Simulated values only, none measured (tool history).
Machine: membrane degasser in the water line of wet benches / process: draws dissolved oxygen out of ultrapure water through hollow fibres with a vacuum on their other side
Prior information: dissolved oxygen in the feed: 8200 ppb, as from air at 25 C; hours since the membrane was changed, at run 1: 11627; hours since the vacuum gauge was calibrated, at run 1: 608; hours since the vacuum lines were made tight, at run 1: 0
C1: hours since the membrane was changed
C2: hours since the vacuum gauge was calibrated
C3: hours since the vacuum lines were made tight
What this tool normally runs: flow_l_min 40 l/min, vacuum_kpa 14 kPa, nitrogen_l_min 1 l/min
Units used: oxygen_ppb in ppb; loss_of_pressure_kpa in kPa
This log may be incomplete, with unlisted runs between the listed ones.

run 1 hour=0 | flow_l_min=40 vacuum_kpa=14 nitrogen_l_min=1 | C1=11627 C2=608 C3=0 | oxygen_ppb=832.7 loss_of_pressure_kpa=65.7
run 2 hour=208.7 | flow_l_min=40 vacuum_kpa=14 nitrogen_l_min=1 | C1=11836 C2=817 C3=209 | oxygen_ppb=835.1 loss_of_pressure_kpa=65.4
run 3 hour=469.5 | flow_l_min=40 vacuum_kpa=14 nitrogen_l_min=1 | C1=12097 C2=1078 C3=469 | oxygen_ppb=834.1 loss_of_pressure_kpa=65.26
run 4 hour=684.4 | flow_l_min=38 vacuum_kpa=14 nitrogen_l_min=1 | C1=12312 C2=1293 C3=684 | oxygen_ppb=802.9 loss_of_pressure_kpa=62.55
-- hour=897.6 membrane cartridge changed
run 5 hour=952.2 | flow_l_min=40 vacuum_kpa=14 nitrogen_l_min=1 | C1=55 C2=1557 C3=948 | oxygen_ppb=826.5 loss_of_pressure_kpa=62.08
run 6 hour=1164.4 | flow_l_min=40 vacuum_kpa=14 nitrogen_l_min=1 | C1=267 C2=1769 C3=1160 | oxygen_ppb=825.2 loss_of_pressure_kpa=62.86
run 7 hour=1448.8 | flow_l_min=40 vacuum_kpa=14 nitrogen_l_min=1 | C1=551 C2=2053 C3=1445 | oxygen_ppb=831.6 loss_of_pressure_kpa=62.82
run 8 hour=1709.3 | flow_l_min=40 vacuum_kpa=14 nitrogen_l_min=1 | C1=812 C2=2314 C3=1705 | oxygen_ppb=826.5 loss_of_pressure_kpa=62.46
run 9 hour=2021 | flow_l_min=40 vacuum_kpa=14 nitrogen_l_min=1 | C1=1123 C2=2625 C3=2017 | oxygen_ppb=829.5 loss_of_pressure_kpa=62.66
run 10 hour=2230.3 | flow_l_min=25 vacuum_kpa=14 nitrogen_l_min=1 | C1=1333 C2=2835 C3=2226 | oxygen_ppb=567.2 loss_of_pressure_kpa=39.09
run 11 hour=2453.3 | flow_l_min=40 vacuum_kpa=14 nitrogen_l_min=1 | C1=1556 C2=3058 C3=2449 | oxygen_ppb=828.6 loss_of_pressure_kpa=63.08
run 12 hour=2742.8 | flow_l_min=36 vacuum_kpa=14 nitrogen_l_min=0.76 | C1=1845 C2=3347 C3=2739 | oxygen_ppb=936.1 loss_of_pressure_kpa=56.92
run 13 hour=2954.5 | flow_l_min=36 vacuum_kpa=14 nitrogen_l_min=0.76 | C1=2057 C2=3559 C3=2950 | oxygen_ppb=930.4 loss_of_pressure_kpa=56.73
run 14 hour=3167.3 | flow_l_min=63 vacuum_kpa=14 nitrogen_l_min=2.99 | C1=2270 C2=3772 C3=3163 | oxygen_ppb=558.8 loss_of_pressure_kpa=99
-- hour=3186.9 vacuum gauge calibrated
run 15 hour=3362.3 | flow_l_min=40 vacuum_kpa=15.7 nitrogen_l_min=0.66 | C1=2464 C2=175 C3=3358 | oxygen_ppb=1257.4 loss_of_pressure_kpa=63.48
run 16 hour=3596.9 | flow_l_min=40 vacuum_kpa=34.1 nitrogen_l_min=0.87 | C1=2699 C2=410 C3=3592 | oxygen_ppb=2190.8 loss_of_pressure_kpa=63
run 17 hour=3771.6 | flow_l_min=40 vacuum_kpa=11 nitrogen_l_min=1.73 | C1=2874 C2=585 C3=3767 | oxygen_ppb=424.6 loss_of_pressure_kpa=63.31
run 18 hour=4104.2 | flow_l_min=64 vacuum_kpa=11.7 nitrogen_l_min=1.56 | C1=3206 C2=917 C3=4100 | oxygen_ppb=739.9 loss_of_pressure_kpa=101.16
run 19 hour=4263.6 | flow_l_min=59 vacuum_kpa=14 nitrogen_l_min=1 | C1=3366 C2=1077 C3=4259 | oxygen_ppb=1127.4 loss_of_pressure_kpa=93.82
-- hour=4424.3 vacuum gauge calibrated, once more
run 20 hour=4440 | flow_l_min=30 vacuum_kpa=14 nitrogen_l_min=1 | C1=3541 C2=16 C3=4435 | oxygen_ppb=657 loss_of_pressure_kpa=47.33
run 21 hour=4693.1 | flow_l_min=30 vacuum_kpa=14 nitrogen_l_min=1 | C1=3795 C2=269 C3=4688 | oxygen_ppb=658.4 loss_of_pressure_kpa=47.84
run 22 hour=4828.8 | flow_l_min=30 vacuum_kpa=14 nitrogen_l_min=1 | C1=3930 C2=404 C3=4824 | oxygen_ppb=662.2 loss_of_pressure_kpa=47.44

Consider 5 possible next runs. They are alternatives, not a sequence: every one starts from the tool as it was left by run 22. What does each give?
run A hour=5000.2 | flow_l_min=26 vacuum_kpa=14 nitrogen_l_min=1 | C1=4102 C2=576 C3=4995 | oxygen_ppb=? loss_of_pressure_kpa=?
run B hour=5000.2 | flow_l_min=29 vacuum_kpa=22.9 nitrogen_l_min=0.55 | C1=4102 C2=576 C3=4995 | oxygen_ppb=? loss_of_pressure_kpa=?
run C hour=5000.2 | flow_l_min=43 vacuum_kpa=21.6 nitrogen_l_min=1.66 | C1=4102 C2=576 C3=4995 | oxygen_ppb=? loss_of_pressure_kpa=?
run D hour=5000.2 | flow_l_min=28 vacuum_kpa=21.1 nitrogen_l_min=0.51 | C1=4102 C2=576 C3=4995 | oxygen_ppb=? loss_of_pressure_kpa=?
run E hour=5000.2 | flow_l_min=40 vacuum_kpa=24.5 nitrogen_l_min=1 | C1=4102 C2=576 C3=4995 | oxygen_ppb=? loss_of_pressure_kpa=?

run=A oxygen_ppb=589.1 loss_of_pressure_kpa=41.31
run=B oxygen_ppb=1669.1 loss_of_pressure_kpa=45.92
run=C oxygen_ppb=969.8 loss_of_pressure_kpa=68.17
run=D oxygen_ppb=1578.2 loss_of_pressure_kpa=44.34
run=E oxygen_ppb=1485.9 loss_of_pressure_kpa=63.36
What these runs would have given with no unlogged condition in the tool:
run=A oxygen_ppb=581.8 loss_of_pressure_kpa=40.61
run=B oxygen_ppb=1662.3 loss_of_pressure_kpa=45.15
run=C oxygen_ppb=961.2 loss_of_pressure_kpa=67.03
run=D oxygen_ppb=1571.9 loss_of_pressure_kpa=43.59
run=E oxygen_ppb=1477.4 loss_of_pressure_kpa=62.3
